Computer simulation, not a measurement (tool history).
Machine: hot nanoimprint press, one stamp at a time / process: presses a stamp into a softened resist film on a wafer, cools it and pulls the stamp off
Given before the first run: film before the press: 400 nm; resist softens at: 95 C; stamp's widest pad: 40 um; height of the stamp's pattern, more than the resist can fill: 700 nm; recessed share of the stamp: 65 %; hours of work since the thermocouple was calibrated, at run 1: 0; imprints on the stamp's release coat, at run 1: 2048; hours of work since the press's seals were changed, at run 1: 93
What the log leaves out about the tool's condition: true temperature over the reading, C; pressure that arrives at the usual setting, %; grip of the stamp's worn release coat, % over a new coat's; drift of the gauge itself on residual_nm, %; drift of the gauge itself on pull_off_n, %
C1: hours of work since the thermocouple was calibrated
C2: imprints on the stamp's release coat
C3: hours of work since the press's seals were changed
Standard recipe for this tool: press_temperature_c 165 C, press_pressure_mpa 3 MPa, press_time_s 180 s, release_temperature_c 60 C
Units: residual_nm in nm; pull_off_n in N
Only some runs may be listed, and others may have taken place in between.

{"run": 1, "day": 0.0, "press_temperature_c": 165, "press_pressure_mpa": 3, "press_time_s": 180, "release_temperature_c": 60, "C1": 0, "C2": 2048, "C3": 93, "residual_nm": 191.2, "pull_off_n": 316}
{"day": 0.983, "done": "stamp cleaned and given a new release coat"}
{"run": 2, "day": 1.725, "press_temperature_c": 175, "press_pressure_mpa": 3, "press_time_s": 180, "release_temperature_c": 60, "C1": 25, "C2": 73, "C3": 118, "residual_nm": 143.1, "pull_off_n": 207}
{"run": 3, "day": 4.025, "press_temperature_c": 165, "press_pressure_mpa": 3, "press_time_s": 180, "release_temperature_c": 48, "C1": 63, "C2": 299, "C3": 157, "residual_nm": 189.7, "pull_off_n": 266}
{"run": 4, "day": 5.667, "press_temperature_c": 165, "press_pressure_mpa": 3, "press_time_s": 180, "release_temperature_c": 60, "C1": 91, "C2": 460, "C3": 184, "residual_nm": 189, "pull_off_n": 226}
{"run": 5, "day": 6.854, "press_temperature_c": 165, "press_pressure_mpa": 3, "press_time_s": 180, "release_temperature_c": 60, "C1": 111, "C2": 577, "C3": 204, "residual_nm": 188.9, "pull_off_n": 224}
{"run": 6, "day": 8.092, "press_temperature_c": 165, "press_pressure_mpa": 2.35, "press_time_s": 180, "release_temperature_c": 60, "C1": 131, "C2": 698, "C3": 225, "residual_nm": 209.3, "pull_off_n": 235}
{"run": 7, "day": 9.75, "press_temperature_c": 165, "press_pressure_mpa": 3, "press_time_s": 163, "release_temperature_c": 60, "C1": 159, "C2": 861, "C3": 252, "residual_nm": 193.9, "pull_off_n": 246}
{"run": 8, "day": 12.496, "press_temperature_c": 165, "press_pressure_mpa": 3, "press_time_s": 163, "release_temperature_c": 60, "C1": 205, "C2": 1130, "C3": 298, "residual_nm": 194, "pull_off_n": 271}
{"run": 9, "day": 14.767, "press_temperature_c": 165, "press_pressure_mpa": 3, "press_time_s": 163, "release_temperature_c": 60, "C1": 243, "C2": 1353, "C3": 336, "residual_nm": 192.7, "pull_off_n": 281}
{"run": 10, "day": 15.958, "press_temperature_c": 168, "press_pressure_mpa": 3, "press_time_s": 284, "release_temperature_c": 47, "C1": 263, "C2": 1470, "C3": 356, "residual_nm": 141.9, "pull_off_n": 362}
{"day": 16.796, "done": "plate thermocouple calibrated"}
{"run": 11, "day": 18.479, "press_temperature_c": 163, "press_pressure_mpa": 3, "press_time_s": 180, "release_temperature_c": 64, "C1": 28, "C2": 1705, "C3": 397, "residual_nm": 201.3, "pull_off_n": 269}
{"run": 12, "day": 19.767, "press_temperature_c": 163, "press_pressure_mpa": 3, "press_time_s": 181, "release_temperature_c": 60, "C1": 50, "C2": 1831, "C3": 418, "residual_nm": 200.8, "pull_off_n": 304}
{"run": 13, "day": 21.392, "press_temperature_c": 175, "press_pressure_mpa": 2.37, "press_time_s": 258, "release_temperature_c": 59, "C1": 77, "C2": 1991, "C3": 445, "residual_nm": 137.3, "pull_off_n": 330}
{"day": 22.883, "done": "stamp cleaned and given a new release coat"}
{"run": 14, "day": 24.221, "press_temperature_c": 154, "press_pressure_mpa": 3.84, "press_time_s": 109, "release_temperature_c": 45, "C1": 120, "C2": 131, "C3": 489, "residual_nm": 269.2, "pull_off_n": 272}
{"run": 15, "day": 26.042, "press_temperature_c": 154, "press_pressure_mpa": 3.84, "press_time_s": 109, "release_temperature_c": 45, "C1": 151, "C2": 310, "C3": 519, "residual_nm": 270.5, "pull_off_n": 285}
{"run": 16, "day": 28.812, "press_temperature_c": 172, "press_pressure_mpa": 3.36, "press_time_s": 180, "release_temperature_c": 53, "C1": 197, "C2": 581, "C3": 565, "residual_nm": 144.4, "pull_off_n": 255}

Forecast each of these 5 alternatives for the next run:
{"run": "A", "day": 29.954, "press_temperature_c": 165, "press_pressure_mpa": 3, "press_time_s": 147, "release_temperature_c": 60, "C1": 216, "C2": 694, "C3": 585, "residual_nm": "?", "pull_off_n": "?"}
{"run": "B", "day": 29.954, "press_temperature_c": 172, "press_pressure_mpa": 4.19, "press_time_s": 236, "release_temperature_c": 62, "C1": 216, "C2": 694, "C3": 585, "residual_nm": "?", "pull_off_n": "?"}
{"run": "C", "day": 29.954, "press_temperature_c": 161, "press_pressure_mpa": 3.01, "press_time_s": 180, "release_temperature_c": 65, "C1": 216, "C2": 694, "C3": 585, "residual_nm": "?", "pull_off_n": "?"}
{"run": "D", "day": 29.954, "press_temperature_c": 162, "press_pressure_mpa": 3.36, "press_time_s": 180, "release_temperature_c": 61, "C1": 216, "C2": 694, "C3": 585, "residual_nm": "?", "pull_off_n": "?"}
{"run": "E", "day": 29.954, "press_temperature_c": 165, "press_pressure_mpa": 1.87, "press_time_s": 180, "release_temperature_c": 53, "C1": 216, "C2": 694, "C3": 585, "residual_nm": "?", "pull_off_n": "?"}

run=A residual_nm=200.9 pull_off_n=234
run=B residual_nm=115.5 pull_off_n=224
run=C residual_nm=207.9 pull_off_n=215
run=D residual_nm=193.6 pull_off_n=237
run=E residual_nm=226.2 pull_off_n=278
Stripped of hidden state, with their random variation kept, the same runs would have yielded:
run=A residual_nm=206.5 pull_off_n=201
run=B residual_nm=118.5 pull_off_n=192
run=C residual_nm=214 pull_off_n=185
run=D residual_nm=199.2 pull_off_n=203
run=E residual_nm=232.5 pull_off_n=238
